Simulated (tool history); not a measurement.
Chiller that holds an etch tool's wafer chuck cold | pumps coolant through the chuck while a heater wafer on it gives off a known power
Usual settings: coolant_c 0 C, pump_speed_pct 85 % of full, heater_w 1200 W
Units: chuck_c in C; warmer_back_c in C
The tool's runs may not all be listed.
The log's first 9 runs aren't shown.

run	hour	coolant_c	pump_speed_pct	heater_w	chuck_c	warmer_back_c
# hour 472.4: chiller's thermometer calibrated
10	480.6	0	85	1200	7.5	2.53
11	515.4	0	85	1200	7.5	2.49
12	554	0	85	1200	7.5	2.52
13	615	0	85	1200	7.6	2.55
# hour 649.5: coolant changed, channels flushed
14	685.5	0	85	1200	6.7	2.52
15	732.2	0	85	1153	6.9	2.44
16	786.2	0	85	1153	6.7	2.43
17	821.9	0	85	1153	6.8	2.45
18	860.5	5	75	1445	14.5	3.48
19	933.1	5	75	1539	15.1	3.8
20	981.7	9	67	1632	21.1	4.56
21	1028.1	-9	77	957	-2.8	2.28
22	1063.6	-3	72	901	3.2	2.3
23	1129.7	-3	72	901	3.3	2.32
24	1167.1	0	85	1776	10.6	3.8
25	1225.8	0	85	1776	10.7	3.78
26	1293.8	-3	90	1324	4.7	2.66
27	1353.3	-7	93	1200	-0.2	2.31
28	1425.3	0	93	1126	6.2	2.23
29	1467.9	3	84	710	7.2	1.54
30	1542.8	3	80	710	7.7	1.65
31	1616.7	-9	93	600	-5.5	1.14
32	1649.1	-9	93	600	-5.4	1.17

Forecast each of these 3 alternatives for the next run:
A	1696.2	2	93	600	?	?
B	1696.2	-3	85	1387	?	?
C	1696.2	-9	64	600	?	?

run	chuck_c	warmer_back_c
A	5.4	1.17
B	5.5	3.04
C	-4.1	1.73
Without the tool's hidden state the same runs would have given:
run	chuck_c	warmer_back_c
A	5	1.08
B	4.6	2.82
C	-4.6	1.61
